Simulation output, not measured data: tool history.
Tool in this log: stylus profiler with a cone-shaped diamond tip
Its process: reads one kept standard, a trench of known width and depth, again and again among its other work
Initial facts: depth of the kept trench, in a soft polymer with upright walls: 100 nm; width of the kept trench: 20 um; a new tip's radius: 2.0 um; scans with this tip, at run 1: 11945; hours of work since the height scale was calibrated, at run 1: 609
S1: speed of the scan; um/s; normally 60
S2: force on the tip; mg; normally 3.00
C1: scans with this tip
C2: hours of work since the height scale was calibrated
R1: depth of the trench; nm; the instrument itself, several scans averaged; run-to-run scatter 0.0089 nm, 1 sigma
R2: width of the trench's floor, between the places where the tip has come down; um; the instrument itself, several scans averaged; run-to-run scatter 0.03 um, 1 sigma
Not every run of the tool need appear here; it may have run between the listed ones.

{"run": 1, "hour": 0.0, "S1": 60, "S2": 3.0, "C1": 11945, "C2": 609, "R1": 101.586, "R2": 18.17}
{"run": 2, "hour": 80.6, "S1": 60, "S2": 3.0, "C1": 12342, "C2": 663, "R1": 101.601, "R2": 18.17}
{"run": 3, "hour": 152.1, "S1": 22, "S2": 3.0, "C1": 12695, "C2": 712, "R1": 101.602, "R2": 18.21}
{"run": 4, "hour": 198.2, "S1": 22, "S2": 3.0, "C1": 12922, "C2": 743, "R1": 101.619, "R2": 18.23}
{"run": 5, "hour": 248.2, "S1": 22, "S2": 3.0, "C1": 13168, "C2": 777, "R1": 101.614, "R2": 18.23}
{"run": 6, "hour": 302.5, "S1": 22, "S2": 3.0, "C1": 13436, "C2": 814, "R1": 101.626, "R2": 18.24}
{"run": 7, "hour": 373.7, "S1": 22, "S2": 3.0, "C1": 13787, "C2": 863, "R1": 101.64, "R2": 18.17}
{"run": 8, "hour": 439.1, "S1": 22, "S2": 3.0, "C1": 14110, "C2": 907, "R1": 101.624, "R2": 18.17}
{"run": 9, "hour": 480.7, "S1": 60, "S2": 3.0, "C1": 14315, "C2": 936, "R1": 101.661, "R2": 18.06}
{"run": 10, "hour": 536.6, "S1": 40, "S2": 3.0, "C1": 14590, "C2": 974, "R1": 101.661, "R2": 18.14}
{"hour": 565.6, "done": "height scale calibrated on a step standard"}
{"run": 11, "hour": 613.2, "S1": 57, "S2": 3.0, "C1": 14965, "C2": 32, "R1": 101.702, "R2": 18.08}
{"run": 12, "hour": 695.3, "S1": 57, "S2": 3.0, "C1": 15370, "C2": 88, "R1": 101.753, "R2": 18.05}
{"run": 13, "hour": 742.4, "S1": 60, "S2": 4.22, "C1": 15602, "C2": 120, "R1": 102.137, "R2": 18.12}
{"hour": 797.6, "done": "height scale calibrated on a step standard, once more"}
{"run": 14, "hour": 798.1, "S1": 63, "S2": 3.0, "C1": 15874, "C2": 0, "R1": 101.471, "R2": 18.01}
{"run": 15, "hour": 856.6, "S1": 63, "S2": 3.0, "C1": 16163, "C2": 40, "R1": 101.476, "R2": 17.97}
{"run": 16, "hour": 906.5, "S1": 63, "S2": 1.18, "C1": 16409, "C2": 74, "R1": 100.793, "R2": 17.91}
{"run": 17, "hour": 975.1, "S1": 29, "S2": 3.0, "C1": 16747, "C2": 121, "R1": 101.487, "R2": 18.12}
{"run": 18, "hour": 1026.6, "S1": 40, "S2": 3.0, "C1": 17000, "C2": 156, "R1": 101.477, "R2": 18.02}
{"run": 19, "hour": 1099.6, "S1": 50, "S2": 3.0, "C1": 17360, "C2": 205, "R1": 101.488, "R2": 18.01}
{"run": 20, "hour": 1138.8, "S1": 50, "S2": 3.0, "C1": 17553, "C2": 232, "R1": 101.502, "R2": 17.99}
{"run": 21, "hour": 1202.0, "S1": 50, "S2": 3.0, "C1": 17865, "C2": 275, "R1": 101.505, "R2": 18.0}
{"run": 22, "hour": 1280.0, "S1": 50, "S2": 3.0, "C1": 18249, "C2": 328, "R1": 101.52, "R2": 17.99}
{"run": 23, "hour": 1357.2, "S1": 50, "S2": 8.43, "C1": 18630, "C2": 381, "R1": 103.008, "R2": 18.01}
{"run": 24, "hour": 1415.9, "S1": 50, "S2": 8.43, "C1": 18919, "C2": 421, "R1": 103.02, "R2": 17.97}
{"run": 25, "hour": 1484.7, "S1": 35, "S2": 5.76, "C1": 19259, "C2": 467, "R1": 102.353, "R2": 17.94}
{"run": 26, "hour": 1545.6, "S1": 167, "S2": 1.36, "C1": 19559, "C2": 509, "R1": 100.914, "R2": 17.46}
{"run": 27, "hour": 1597.3, "S1": 147, "S2": 3.0, "C1": 19814, "C2": 544, "R1": 101.541, "R2": 17.71}
{"run": 28, "hour": 1661.3, "S1": 69, "S2": 4.49, "C1": 20129, "C2": 588, "R1": 102.025, "R2": 17.89}
{"run": 29, "hour": 1740.4, "S1": 69, "S2": 2.52, "C1": 20519, "C2": 641, "R1": 101.385, "R2": 17.82}
{"run": 30, "hour": 1780.2, "S1": 66, "S2": 1.1, "C1": 20715, "C2": 669, "R1": 100.823, "R2": 17.79}
{"run": 31, "hour": 1830.6, "S1": 66, "S2": 1.1, "C1": 20963, "C2": 703, "R1": 100.83, "R2": 17.76}
{"run": 32, "hour": 1903.4, "S1": 66, "S2": 1.1, "C1": 21322, "C2": 752, "R1": 100.84, "R2": 17.73}
{"run": 33, "hour": 1973.1, "S1": 66, "S2": 5.16, "C1": 21666, "C2": 800, "R1": 102.227, "R2": 17.86}
{"run": 34, "hour": 2060.1, "S1": 51, "S2": 3.63, "C1": 22095, "C2": 859, "R1": 101.794, "R2": 17.82}
{"run": 35, "hour": 2114.1, "S1": 32, "S2": 3.0, "C1": 22361, "C2": 896, "R1": 101.599, "R2": 17.92}
{"run": 36, "hour": 2164.1, "S1": 237, "S2": 2.27, "C1": 22608, "C2": 930, "R1": 101.349, "R2": 17.3}
{"run": 37, "hour": 2228.4, "S1": 121, "S2": 4.56, "C1": 22924, "C2": 973, "R1": 102.109, "R2": 17.73}
{"hour": 2258.1, "done": "height scale calibrated on a step standard"}
{"run": 38, "hour": 2285.0, "S1": 237, "S2": 1.4, "C1": 23201, "C2": 18, "R1": 100.985, "R2": 17.11}
{"run": 39, "hour": 2337.4, "S1": 237, "S2": 1.4, "C1": 23459, "C2": 54, "R1": 100.989, "R2": 17.14}
{"hour": 2386.9, "done": "new tip fitted, height scale calibrated"}
{"run": 40, "hour": 2421.8, "S1": 237, "S2": 1.4, "C1": 172, "C2": 24, "R1": 100.964, "R2": 17.88}
{"run": 41, "hour": 2507.6, "S1": 237, "S2": 1.4, "C1": 594, "C2": 82, "R1": 100.954, "R2": 17.89}
{"run": 42, "hour": 2580.7, "S1": 237, "S2": 1.4, "C1": 955, "C2": 132, "R1": 100.977, "R2": 17.8}
{"run": 43, "hour": 2653.1, "S1": 60, "S2": 1.18, "C1": 1312, "C2": 181, "R1": 100.871, "R2": 18.45}
{"run": 44, "hour": 2705.2, "S1": 60, "S2": 1.18, "C1": 1569, "C2": 217, "R1": 100.891, "R2": 18.45}
{"run": 45, "hour": 2758.8, "S1": 60, "S2": 1.18, "C1": 1833, "C2": 253, "R1": 100.897, "R2": 18.44}

Below, some changes in R1 between adjacent runs. For each, the amount present without the hidden state too (settings, incoming material, random variation) and the amount remaining for the hidden state with gauge scatter not shared by both compared results:
What the log doesn't record here: radius of the tip, um; height scale over the true one, %; drift of the gauge itself on depth_nm, %; drift of the gauge itself on floor_um, %.
Run 10 -> 11: S1 40 -> 57, height scale calibrated on a step standard. R1 +0.041 nm: hidden state +0.082, all else -0.041.
Run 13 -> 14: S1 60 -> 63, S2 4.22 -> 3.00, height scale calibrated on a step standard, once more. R1 -0.666 nm: hidden state -0.281, all else -0.385.
Run 22 -> 23: S2 3.00 -> 8.43. R1 +1.488 nm: hidden state +0.008, all else +1.480.
Run 25 -> 26: S1 35 -> 167, S2 5.76 -> 1.36. R1 -1.439 nm: hidden state +0.005, all else -1.444.
Run 32 -> 33: S2 1.10 -> 5.16. R1 +1.387 nm: hidden state +0.009, all else +1.378.
Run 37 -> 38: S1 121 -> 237, S2 4.56 -> 1.40, height scale calibrated on a step standard. R1 -1.124 nm: hidden state -0.035, all else -1.089.
